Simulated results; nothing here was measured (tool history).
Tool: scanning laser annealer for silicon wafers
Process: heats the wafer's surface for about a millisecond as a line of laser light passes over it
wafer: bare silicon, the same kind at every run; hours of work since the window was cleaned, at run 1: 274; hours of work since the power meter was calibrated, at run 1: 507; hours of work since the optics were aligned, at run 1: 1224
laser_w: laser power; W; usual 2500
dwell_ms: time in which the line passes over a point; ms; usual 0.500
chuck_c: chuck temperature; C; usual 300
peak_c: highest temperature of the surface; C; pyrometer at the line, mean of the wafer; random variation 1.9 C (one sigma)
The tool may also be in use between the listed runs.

run     day  laser_w  dwell_ms  chuck_c  hours of work since the window was cleaned  hours of work since the power meter was calibrated  hours of work since the optics were aligned  peak_c
  1   0.000     2500     0.500      300                                         274                                                 507                                         1224    1058
  2   1.404     2500     0.500      300                                         295                                                 529                                         1246    1057
  3   3.088     2500     0.500      300                                         321                                                 554                                         1271    1053
  4   4.904     2500     0.500      300                                         349                                                 582                                         1299    1054
  5   6.650     2500     0.500      300                                         375                                                 608                                         1325    1055
  6   8.062     2459     0.500      300                                         396                                                 630                                         1347    1039
      9.625  -- window over the wafer cleaned
  7  10.133     2354     0.500      300                                           8                                                 660                                         1377    1022
  8  11.150     2354     0.500      300                                          23                                                 675                                         1392    1020
  9  12.608     2500     0.383      300                                          45                                                 697                                         1414     954
 10  14.617     2500     0.383      300                                          76                                                 728                                         1445     954
 11  15.846     2500     0.383      300                                          94                                                 747                                         1464     955
 12  16.867     2500     0.383      300                                         110                                                 762                                         1479     951
 13  18.112     2500     0.384      279                                         129                                                 781                                         1498     930
 14  19.092     2542     0.500      307                                         144                                                 796                                         1513    1081
 15  20.454     2699     0.384      298                                         164                                                 817                                         1534    1006
 16  21.483     2699     0.384      298                                         180                                                 832                                         1549    1004
     22.425  -- optics aligned, line set to its width
 17  23.721     2699     0.384      279                                         211                                                 863                                           20     993
 18  24.758     2699     0.486      335                                         227                                                 879                                           35    1151
 19  26.050     2699     0.486      335                                         246                                                 898                                           55    1152
 20  27.250     2380     0.473      335                                         264                                                 916                                           73    1039
 21  28.183     2548     0.537      300                                         279                                                 931                                           87    1114
 22  30.138     2548     0.537      300                                         308                                                 960                                          117    1111
 23  31.908     2548     0.473      300                                         335                                                 987                                          144    1053
 24  33.746     2548     0.473      300                                         363                                                1015                                          172    1052

3 ways to go on from here, each from the tool as it stands after run 24. What would each give?
  A  35.408     2447     0.411      310                                         388                                                1040                                          197       ?
  B  35.408     2210     0.500      301                                         388                                                1040                                          197       ?
  C  35.408     2500     0.500      288                                         388                                                1040                                          197       ?

run  peak_c
  A     971
  B     963
  C    1049
Without the tool's hidden state the same runs would have given:
run  peak_c
  A     994
  B     986
  C    1075
